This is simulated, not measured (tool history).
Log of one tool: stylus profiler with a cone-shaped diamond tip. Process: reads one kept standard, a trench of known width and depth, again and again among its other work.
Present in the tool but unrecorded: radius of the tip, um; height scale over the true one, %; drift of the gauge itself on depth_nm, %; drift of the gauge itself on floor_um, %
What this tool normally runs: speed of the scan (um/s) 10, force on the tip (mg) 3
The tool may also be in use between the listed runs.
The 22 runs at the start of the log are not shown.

run    hour  speed of the scan (um/s)  force on the tip (mg)  scans with this tip  hours of work since the height scale was calibrated  depth of the trench (angstrom)  width of the trench's floor (um)
 23   680.1                        25                   4.39                  325                                                   25                         10212.6                             25.98
 24   724.1                        25                   4.39                  633                                                   49                         10213.7                             25.88
 25   762.9                        25                   4.39                  904                                                   70                         10212.9                             25.87
 26   801.2                        25                   4.39                 1171                                                   91                         10214.6                             25.84
 27     826                        25                   4.39                 1345                                                  104                         10213.9                              25.8
 28   871.9                        16                   1.64                 1665                                                  129                           10111                             25.75
 29   915.7                        16                   1.64                 1972                                                  153                         10110.3                             25.75
 30   943.4                        21                   1.07                 2165                                                  168                         10082.5                             25.64
 31   975.6                        21                   1.14                 2390                                                  185                         10089.3                             25.71
 32  1003.1                        21                   1.14                 2583                                                  200                         10088.4                             25.65
 33  1039.8                         7                      3                 2840                                                  220                         10165.9                             25.71
 34  1069.7                         7                      3                 3048                                                  236                         10167.5                             25.72
 35    1094                         7                      3                 3218                                                  249                         10169.6                             25.69
 36  1138.7                        10                   4.07                 3531                                                  274                         10207.6                             25.64
 37  1172.3                        10                   4.07                 3766                                                  292                         10207.3                              25.6
 38  1203.7                        30                   3.03                 3985                                                  309                         10169.8                              25.5
 39  1246.3                         5                   4.15                 4283                                                  332                         10212.6                             25.66
 40  1271.7                        11                   1.16                 4460                                                  346                         10093.1                             25.61
 41  1292.3                        19                   1.49                 4604                                                  357                         10110.1                             25.51
 42  1332.2                        19                   4.89                 4883                                                  378                         10235.3                             25.52

4 ways to go on from here, each from the tool as it stands after run 42. What would each give?
  A  1363.9                        10                   6.24                 5105                                                  396                               ?                                 ?
  B  1363.9                         3                   4.89                 5105                                                  396                               ?                                 ?
  C  1363.9                         2                   4.12                 5105                                                  396                               ?                                 ?
  D  1363.9                        13                   3.65                 5105                                                  396                               ?                                 ?

run  depth of the trench (angstrom)  width of the trench's floor (um)
  A                         10276.8                             25.54
  B                         10237.2                             25.59
  C                         10213.3                             25.55
  D                         10193.9                             25.51
Stripped of hidden state, with their random variation kept, the same runs would have yielded:
run  depth of the trench (angstrom)  width of the trench's floor (um)
  A                         10272.2                             25.97
  B                         10232.7                             26.02
  C                         10208.8                             25.98
  D                         10189.4                             25.93

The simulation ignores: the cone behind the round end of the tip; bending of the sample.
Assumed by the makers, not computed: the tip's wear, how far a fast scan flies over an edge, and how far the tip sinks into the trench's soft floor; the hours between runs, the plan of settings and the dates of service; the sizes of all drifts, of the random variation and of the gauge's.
